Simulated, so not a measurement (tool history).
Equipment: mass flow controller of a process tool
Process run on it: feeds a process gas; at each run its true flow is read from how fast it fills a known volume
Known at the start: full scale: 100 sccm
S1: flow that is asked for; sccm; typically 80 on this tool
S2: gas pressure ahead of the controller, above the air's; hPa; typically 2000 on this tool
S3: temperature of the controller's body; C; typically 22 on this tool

run 1 hour=0 | S1=80 S2=2000 S3=22 | true_flow_(%)=99.51
run 2 hour=54.4 | S1=80 S2=2000 S3=32 | true_flow_(%)=98.77
run 3 hour=131.7 | S1=80 S2=2000 S3=32 | true_flow_(%)=98.7
run 4 hour=187.3 | S1=80 S2=2000 S3=32 | true_flow_(%)=98.81
run 5 hour=252.6 | S1=80 S2=2000 S3=32 | true_flow_(%)=98.6
run 6 hour=302.7 | S1=80 S2=2000 S3=32 | true_flow_(%)=98.44
run 7 hour=357.2 | S1=39 S2=2000 S3=32 | true_flow_(%)=97.22
run 8 hour=433.2 | S1=39 S2=2000 S3=32 | true_flow_(%)=97.03
run 9 hour=497.5 | S1=39 S2=2000 S3=32 | true_flow_(%)=96.96
run 10 hour=572 | S1=39 S2=2290 S3=26 | true_flow_(%)=97.11
run 11 hour=608.7 | S1=39 S2=2290 S3=26 | true_flow_(%)=97.09
run 12 hour=671.2 | S1=66 S2=1710 S3=33 | true_flow_(%)=97.79
run 13 hour=749 | S1=66 S2=1710 S3=33 | true_flow_(%)=97.75
run 14 hour=785 | S1=42 S2=1560 S3=22 | true_flow_(%)=97.51
run 15 hour=849.4 | S1=42 S2=1560 S3=22 | true_flow_(%)=97.53

Subtracting, for every run, the result it would have given without the tool's unlogged condition from the measured result gives the following. The same run-to-run variation enters both numbers; the gauge's scatter may not:
Unlogged tool condition in this case: flow at rest that the sensor doesn't see, % of full scale; true flow over the shown one, %; drift of the gauge itself on true_pct, %.
run=1 true_flow_(%)=+0
run=2 true_flow_(%)=-0.07
run=3 true_flow_(%)=-0.15
run=4 true_flow_(%)=-0.22
run=5 true_flow_(%)=-0.29
run=6 true_flow_(%)=-0.35
run=7 true_flow_(%)=-0.41
run=8 true_flow_(%)=-0.5
run=9 true_flow_(%)=-0.57
run=10 true_flow_(%)=-0.65
run=11 true_flow_(%)=-0.7
run=12 true_flow_(%)=-0.78
run=13 true_flow_(%)=-0.87
run=14 true_flow_(%)=-0.91
run=15 true_flow_(%)=-0.98
